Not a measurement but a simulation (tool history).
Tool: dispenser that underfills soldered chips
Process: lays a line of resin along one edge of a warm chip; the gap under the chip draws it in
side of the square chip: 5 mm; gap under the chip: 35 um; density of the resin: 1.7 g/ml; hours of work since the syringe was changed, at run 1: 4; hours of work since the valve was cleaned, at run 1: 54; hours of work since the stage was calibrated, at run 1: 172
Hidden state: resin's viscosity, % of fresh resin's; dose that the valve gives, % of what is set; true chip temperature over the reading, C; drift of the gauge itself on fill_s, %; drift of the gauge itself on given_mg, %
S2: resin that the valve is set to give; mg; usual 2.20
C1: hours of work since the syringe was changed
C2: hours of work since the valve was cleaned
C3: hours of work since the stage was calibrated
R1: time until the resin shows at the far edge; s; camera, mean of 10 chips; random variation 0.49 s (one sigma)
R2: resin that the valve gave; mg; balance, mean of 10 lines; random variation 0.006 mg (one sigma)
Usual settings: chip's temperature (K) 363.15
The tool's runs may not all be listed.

{"run": 1, "hour": 0.0, "chip's temperature (K)": 363.15, "S2": 2.2, "C1": 4, "C2": 54, "C3": 172, "R1": 48.1, "R2": 2.145}
{"run": 2, "hour": 6.6, "chip's temperature (K)": 363.15, "S2": 2.2, "C1": 8, "C2": 59, "C3": 177, "R1": 68.3, "R2": 2.137}
{"hour": 7.2, "done": "new syringe of resin"}
{"hour": 8.8, "done": "dispensing valve cleaned and set on the balance"}
{"run": 3, "hour": 12.5, "chip's temperature (K)": 363.15, "S2": 2.2, "C1": 3, "C2": 3, "C3": 180, "R1": 44.7, "R2": 2.2}
{"run": 4, "hour": 16.7, "chip's temperature (K)": 363.15, "S2": 2.2, "C1": 6, "C2": 6, "C3": 183, "R1": 56.7, "R2": 2.212}
{"hour": 21.0, "done": "new syringe of resin"}
{"run": 5, "hour": 21.8, "chip's temperature (K)": 363.15, "S2": 2.2, "C1": 1, "C2": 9, "C3": 187, "R1": 37.7, "R2": 2.187}
{"run": 6, "hour": 27.4, "chip's temperature (K)": 373.15, "S2": 2.2, "C1": 5, "C2": 13, "C3": 191, "R1": 33.5, "R2": 2.198}
{"run": 7, "hour": 32.2, "chip's temperature (K)": 363.15, "S2": 2.2, "C1": 8, "C2": 17, "C3": 194, "R1": 66.0, "R2": 2.204}
{"hour": 33.3, "done": "new syringe of resin"}
{"run": 8, "hour": 37.0, "chip's temperature (K)": 363.15, "S2": 2.2, "C1": 3, "C2": 20, "C3": 198, "R1": 45.2, "R2": 2.19}
{"run": 9, "hour": 41.9, "chip's temperature (K)": 363.15, "S2": 2.2, "C1": 6, "C2": 24, "C3": 201, "R1": 56.3, "R2": 2.188}
{"hour": 45.9, "done": "new syringe of resin"}
{"run": 10, "hour": 49.1, "chip's temperature (K)": 363.15, "S2": 2.2, "C1": 2, "C2": 29, "C3": 206, "R1": 43.1, "R2": 2.177}
{"run": 11, "hour": 54.9, "chip's temperature (K)": 363.15, "S2": 2.53, "C1": 7, "C2": 33, "C3": 210, "R1": 57.2, "R2": 2.508}
{"hour": 58.2, "done": "new syringe of resin"}
{"run": 12, "hour": 61.4, "chip's temperature (K)": 363.15, "S2": 2.53, "C1": 2, "C2": 38, "C3": 215, "R1": 41.4, "R2": 2.502}
{"run": 13, "hour": 64.3, "chip's temperature (K)": 363.15, "S2": 2.53, "C1": 5, "C2": 40, "C3": 217, "R1": 49.4, "R2": 2.5}
{"hour": 70.5, "done": "new syringe of resin"}
{"run": 14, "hour": 71.5, "chip's temperature (K)": 363.15, "S2": 2.45, "C1": 1, "C2": 45, "C3": 222, "R1": 36.9, "R2": 2.417}
{"run": 15, "hour": 75.7, "chip's temperature (K)": 363.15, "S2": 2.45, "C1": 4, "C2": 48, "C3": 225, "R1": 46.9, "R2": 2.409}
{"run": 16, "hour": 79.8, "chip's temperature (K)": 363.15, "S2": 2.8, "C1": 7, "C2": 51, "C3": 228, "R1": 57.0, "R2": 2.76}
{"hour": 82.8, "done": "new syringe of resin"}
{"run": 17, "hour": 85.0, "chip's temperature (K)": 363.15, "S2": 1.98, "C1": 2, "C2": 54, "C3": 232, "R1": 41.3, "R2": 1.938}
{"run": 18, "hour": 88.2, "chip's temperature (K)": 363.15, "S2": 1.98, "C1": 4, "C2": 57, "C3": 234, "R1": 49.4, "R2": 1.949}
{"hour": 92.6, "done": "dispensing valve cleaned and set on the balance"}
{"run": 19, "hour": 93.0, "chip's temperature (K)": 363.15, "S2": 1.98, "C1": 7, "C2": 0, "C3": 237, "R1": 58.0, "R2": 1.972}
{"hour": 96.4, "done": "new syringe of resin"}
{"run": 20, "hour": 98.4, "chip's temperature (K)": 357.15, "S2": 2.56, "C1": 1, "C2": 4, "C3": 241, "R1": 50.8, "R2": 2.559}
{"run": 21, "hour": 101.6, "chip's temperature (K)": 370.15, "S2": 1.96, "C1": 4, "C2": 6, "C3": 243, "R1": 36.8, "R2": 1.953}
{"run": 22, "hour": 108.3, "chip's temperature (K)": 370.15, "S2": 1.96, "C1": 9, "C2": 11, "C3": 248, "R1": 51.9, "R2": 1.947}
{"hour": 109.2, "done": "new syringe of resin"}
{"run": 23, "hour": 114.9, "chip's temperature (K)": 370.15, "S2": 1.96, "C1": 4, "C2": 16, "C3": 253, "R1": 37.0, "R2": 1.955}
{"hour": 121.4, "done": "new syringe of resin"}
{"run": 24, "hour": 121.9, "chip's temperature (K)": 372.15, "S2": 2.13, "C1": 0, "C2": 21, "C3": 257, "R1": 25.4, "R2": 2.123}
{"run": 25, "hour": 128.6, "chip's temperature (K)": 372.15, "S2": 2.13, "C1": 5, "C2": 26, "C3": 262, "R1": 36.4, "R2": 2.117}
{"hour": 134.1, "done": "new syringe of resin"}
{"run": 26, "hour": 134.8, "chip's temperature (K)": 364.15, "S2": 2.62, "C1": 1, "C2": 30, "C3": 267, "R1": 36.1, "R2": 2.598}
{"run": 27, "hour": 140.7, "chip's temperature (K)": 364.15, "S2": 2.25, "C1": 5, "C2": 34, "C3": 271, "R1": 49.9, "R2": 2.213}
{"run": 28, "hour": 144.3, "chip's temperature (K)": 364.15, "S2": 2.25, "C1": 7, "C2": 37, "C3": 274, "R1": 59.6, "R2": 2.221}
{"hour": 146.5, "done": "new syringe of resin"}
{"run": 29, "hour": 148.4, "chip's temperature (K)": 368.15, "S2": 2.23, "C1": 1, "C2": 40, "C3": 276, "R1": 32.3, "R2": 2.2}
{"run": 30, "hour": 153.5, "chip's temperature (K)": 368.15, "S2": 2.23, "C1": 5, "C2": 44, "C3": 280, "R1": 41.8, "R2": 2.199}
{"hour": 158.8, "done": "new syringe of resin"}
{"run": 31, "hour": 159.6, "chip's temperature (K)": 358.15, "S2": 2.36, "C1": 1, "C2": 48, "C3": 284, "R1": 45.3, "R2": 2.318}
{"run": 32, "hour": 163.5, "chip's temperature (K)": 365.15, "S2": 2.4, "C1": 3, "C2": 51, "C3": 287, "R1": 41.7, "R2": 2.358}
{"run": 33, "hour": 169.3, "chip's temperature (K)": 352.15, "S2": 2.47, "C1": 8, "C2": 55, "C3": 291, "R1": 95.9, "R2": 2.421}
{"hour": 171.6, "done": "new syringe of resin"}
{"hour": 176.4, "done": "dispensing valve cleaned and set on the balance"}
{"run": 34, "hour": 176.4, "chip's temperature (K)": 369.15, "S2": 2.11, "C1": 3, "C2": 0, "C3": 296, "R1": 34.9, "R2": 2.104}
{"run": 35, "hour": 183.2, "chip's temperature (K)": 365.15, "S2": 2.17, "C1": 8, "C2": 5, "C3": 301, "R1": 59.8, "R2": 2.158}
{"hour": 185.2, "done": "new syringe of resin"}
{"run": 36, "hour": 188.2, "chip's temperature (K)": 365.15, "S2": 2.17, "C1": 2, "C2": 8, "C3": 304, "R1": 38.0, "R2": 2.16}
{"run": 37, "hour": 194.0, "chip's temperature (K)": 353.15, "S2": 2.66, "C1": 6, "C2": 13, "C3": 308, "R1": 82.9, "R2": 2.634}

3 ways to go on from here, each from the tool as it stands after run 37. What would each give?
{"hour": 197.5, "done": "new syringe of resin"}
{"run": "A", "hour": 198.2, "chip's temperature (K)": 358.15, "S2": 2.47, "C1": 1, "C2": 16, "C3": 311, "R1": "?", "R2": "?"}
{"hour": 197.5, "done": "new syringe of resin"}
{"run": "B", "hour": 198.2, "chip's temperature (K)": 363.15, "S2": 2.75, "C1": 1, "C2": 16, "C3": 311, "R1": "?", "R2": "?"}
{"hour": 197.5, "done": "new syringe of resin"}
{"run": "C", "hour": 198.2, "chip's temperature (K)": 353.15, "S2": 2.2, "C1": 1, "C2": 16, "C3": 311, "R1": "?", "R2": "?"}

run=A R1=44.8 R2=2.435
run=B R1=36.4 R2=2.719
run=C R1=56.7 R2=2.171
Without the tool's hidden state the same runs would have given:
run=A R1=46.0 R2=2.460
run=B R1=37.3 R2=2.746
run=C R1=58.3 R2=2.193

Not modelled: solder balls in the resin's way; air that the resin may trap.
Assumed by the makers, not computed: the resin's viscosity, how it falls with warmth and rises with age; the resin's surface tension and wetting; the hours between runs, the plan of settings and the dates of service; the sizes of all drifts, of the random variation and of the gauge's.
